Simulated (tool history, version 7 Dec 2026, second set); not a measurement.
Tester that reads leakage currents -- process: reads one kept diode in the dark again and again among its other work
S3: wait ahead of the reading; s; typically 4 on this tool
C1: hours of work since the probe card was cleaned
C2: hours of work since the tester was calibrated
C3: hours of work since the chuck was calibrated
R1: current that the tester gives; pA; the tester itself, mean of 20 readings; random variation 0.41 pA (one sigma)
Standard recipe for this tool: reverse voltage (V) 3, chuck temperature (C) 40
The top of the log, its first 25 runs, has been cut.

run 26 hour=1637.3 | reverse_voltage_(V)=10.08 chuck_temperature_(C)=58 S3=8.86 | C1=566 C2=2833 C3=378 | R1=959.17
run 27 hour=1712.5 | reverse_voltage_(V)=10.08 chuck_temperature_(C)=58 S3=8.86 | C1=611 C2=2879 C3=423 | R1=958.65
run 28 hour=1777.7 | reverse_voltage_(V)=3 chuck_temperature_(C)=21 S3=4 | C1=651 C2=2918 C3=463 | R1=26.13
run 29 hour=1839.8 | reverse_voltage_(V)=6.38 chuck_temperature_(C)=34 S3=1.51 | C1=688 C2=2956 C3=500 | R1=118.19
run 30 hour=1890 | reverse_voltage_(V)=18.49 chuck_temperature_(C)=34 S3=1.51 | C1=719 C2=2986 C3=531 | R1=198.02
run 31 hour=1928.3 | reverse_voltage_(V)=18.49 chuck_temperature_(C)=22 S3=1.14 | C1=742 C2=3010 C3=554 | R1=70.88
run 32 hour=1974.2 | reverse_voltage_(V)=18.49 chuck_temperature_(C)=22 S3=1.14 | C1=770 C2=3037 C3=581 | R1=71.34
run 33 hour=2039.6 | reverse_voltage_(V)=3.11 chuck_temperature_(C)=25 S3=1.85 | C1=809 C2=3077 C3=621 | R1=38.75
run 34 hour=2111.5 | reverse_voltage_(V)=3 chuck_temperature_(C)=40 S3=0.52 | C1=853 C2=3120 C3=665 | R1=135.8
-- hour=2158 chuck's temperature calibrated
run 35 hour=2182.2 | reverse_voltage_(V)=3 chuck_temperature_(C)=40 S3=5.16 | C1=894 C2=3162 C3=15 | R1=134.02
run 36 hour=2273.1 | reverse_voltage_(V)=5.38 chuck_temperature_(C)=53 S3=0.61 | C1=949 C2=3217 C3=70 | R1=490.93
run 37 hour=2331.8 | reverse_voltage_(V)=5.38 chuck_temperature_(C)=53 S3=0.61 | C1=985 C2=3253 C3=105 | R1=492.26
run 38 hour=2384.2 | reverse_voltage_(V)=1.15 chuck_temperature_(C)=55 S3=2.63 | C1=1017 C2=3284 C3=137 | R1=271.88
run 39 hour=2425 | reverse_voltage_(V)=1.15 chuck_temperature_(C)=55 S3=2.63 | C1=1041 C2=3309 C3=162 | R1=271.33

Here are 4 independent what-if runs from the current tool condition. What would each one return?
run A hour=2499.1 | reverse_voltage_(V)=6.38 chuck_temperature_(C)=40 S3=4 | C1=1086 C2=3354 C3=206 | R1=?
run B hour=2499.1 | reverse_voltage_(V)=6.07 chuck_temperature_(C)=55 S3=2.63 | C1=1086 C2=3354 C3=206 | R1=?
run C hour=2499.1 | reverse_voltage_(V)=3 chuck_temperature_(C)=40 S3=0.72 | C1=1086 C2=3354 C3=206 | R1=?
run D hour=2499.1 | reverse_voltage_(V)=1.15 chuck_temperature_(C)=55 S3=0.79 | C1=1086 C2=3354 C3=206 | R1=?

run=A R1=194.06
run=B R1=605.21
run=C R1=134.95
run=D R1=272.04
What these runs would have given with no unlogged condition in the tool:
run=A R1=194
run=B R1=605.06
run=C R1=134.91
run=D R1=271.98
